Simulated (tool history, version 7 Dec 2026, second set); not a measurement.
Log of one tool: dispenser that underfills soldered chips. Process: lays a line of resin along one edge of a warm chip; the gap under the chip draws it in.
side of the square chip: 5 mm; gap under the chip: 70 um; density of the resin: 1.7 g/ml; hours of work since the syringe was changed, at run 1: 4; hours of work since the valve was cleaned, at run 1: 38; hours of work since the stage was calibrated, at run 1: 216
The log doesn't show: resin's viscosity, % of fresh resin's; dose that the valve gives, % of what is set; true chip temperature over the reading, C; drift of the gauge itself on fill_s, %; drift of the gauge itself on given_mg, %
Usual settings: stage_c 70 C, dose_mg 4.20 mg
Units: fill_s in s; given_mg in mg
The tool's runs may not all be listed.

| run | hour | stage_c | dose_mg | hours of work since the syringe was changed | hours of work since the valve was cleaned | hours of work since the stage was calibrated | fill_s | given_mg |
|---|---|---|---|---|---|---|---|---|
| 1 | 0.0 | 70 | 4.20 | 4 | 38 | 216 | 24.3 | 4.12 |
|  | 3.5 | new syringe of resin |
| 2 | 6.4 | 70 | 4.20 | 2 | 42 | 220 | 19.6 | 4.11 |
|  | 12.8 | new syringe of resin |
| 3 | 14.5 | 70 | 4.20 | 1 | 47 | 225 | 19.4 | 4.07 |
| 4 | 21.7 | 70 | 4.20 | 6 | 52 | 230 | 27.7 | 4.05 |
|  | 22.3 | new syringe of resin |
| 5 | 25.5 | 60 | 4.20 | 2 | 55 | 233 | 34.7 | 4.03 |
| 6 | 30.7 | 56 | 4.20 | 6 | 58 | 236 | 55.4 | 4.02 |
|  | 31.7 | new syringe of resin |
| 7 | 36.7 | 82 | 4.20 | 3 | 62 | 240 | 12.6 | 4.03 |
|  | 41.5 | new syringe of resin |
| 8 | 43.3 | 82 | 4.20 | 1 | 67 | 245 | 11.2 | 4.04 |
| 9 | 49.0 | 62 | 4.20 | 5 | 71 | 248 | 39.5 | 4.04 |
|  | 50.7 | new syringe of resin |
| 10 | 55.0 | 62 | 4.20 | 3 | 74 | 252 | 32.5 | 4.02 |
|  | 60.3 | new syringe of resin |
| 11 | 62.1 | 62 | 3.80 | 1 | 79 | 257 | 30.0 | 3.65 |
| 12 | 68.5 | 62 | 3.80 | 6 | 84 | 261 | 41.9 | 3.62 |
|  | 69.5 | new syringe of resin |
| 13 | 73.0 | 62 | 3.66 | 2 | 86 | 264 | 33.4 | 3.45 |
| 14 | 76.5 | 62 | 3.66 | 5 | 89 | 267 | 39.9 | 3.44 |
|  | 79.4 | new syringe of resin |
| 15 | 80.4 | 79 | 3.96 | 1 | 91 | 269 | 11.5 | 3.75 |
| 16 | 83.8 | 79 | 3.96 | 3 | 94 | 272 | 15.2 | 3.73 |
|  | 88.8 | new syringe of resin |
| 17 | 88.8 | 79 | 3.96 | 0 | 97 | 275 | 11.8 | 3.73 |
| 18 | 97.0 | 63 | 4.62 | 6 | 102 | 280 | 37.6 | 4.31 |
|  | 98.3 | new syringe of resin |
| 19 | 104.3 | 63 | 4.62 | 4 | 107 | 285 | 33.9 | 4.33 |
|  | 107.7 | new syringe of resin |
| 20 | 109.1 | 63 | 4.62 | 1 | 110 | 288 | 25.8 | 4.31 |
| 21 | 114.5 | 57 | 3.80 | 5 | 114 | 292 | 50.5 | 3.52 |
|  | 117.4 | dispensing valve cleaned and set on the balance |
|  | 118.3 | new syringe of resin |
| 22 | 121.6 | 57 | 5.50 | 2 | 3 | 296 | 38.3 | 5.49 |
|  | 127.8 | new syringe of resin |
| 23 | 128.3 | 70 | 3.72 | 0 | 7 | 300 | 18.2 | 3.72 |
| 24 | 134.5 | 65 | 3.74 | 5 | 11 | 305 | 31.5 | 3.71 |

4 ways to go on from here, each from the tool as it stands after run 24. What would each give?
|  | 137.8 | new syringe of resin |
| A | 138.2 | 64 | 3.96 | 0 | 14 | 307 | ? | ? |
|  | 137.8 | new syringe of resin |
| B | 138.2 | 75 | 3.74 | 0 | 14 | 307 | ? | ? |
|  | 137.8 | new syringe of resin |
| C | 138.2 | 61 | 4.30 | 0 | 14 | 307 | ? | ? |
|  | 137.8 | new syringe of resin |
| D | 138.2 | 78 | 3.74 | 0 | 14 | 307 | ? | ? |

| run | fill_s | given_mg |
|---|---|---|
| A | 24.1 | 3.90 |
| B | 14.1 | 3.70 |
| C | 27.0 | 4.27 |
| D | 12.4 | 3.72 |
Without the tool's hidden state the same runs would have given:
| run | fill_s | given_mg |
|---|---|---|
| A | 25.0 | 3.94 |
| B | 14.5 | 3.74 |
| C | 28.0 | 4.31 |
| D | 12.8 | 3.75 |

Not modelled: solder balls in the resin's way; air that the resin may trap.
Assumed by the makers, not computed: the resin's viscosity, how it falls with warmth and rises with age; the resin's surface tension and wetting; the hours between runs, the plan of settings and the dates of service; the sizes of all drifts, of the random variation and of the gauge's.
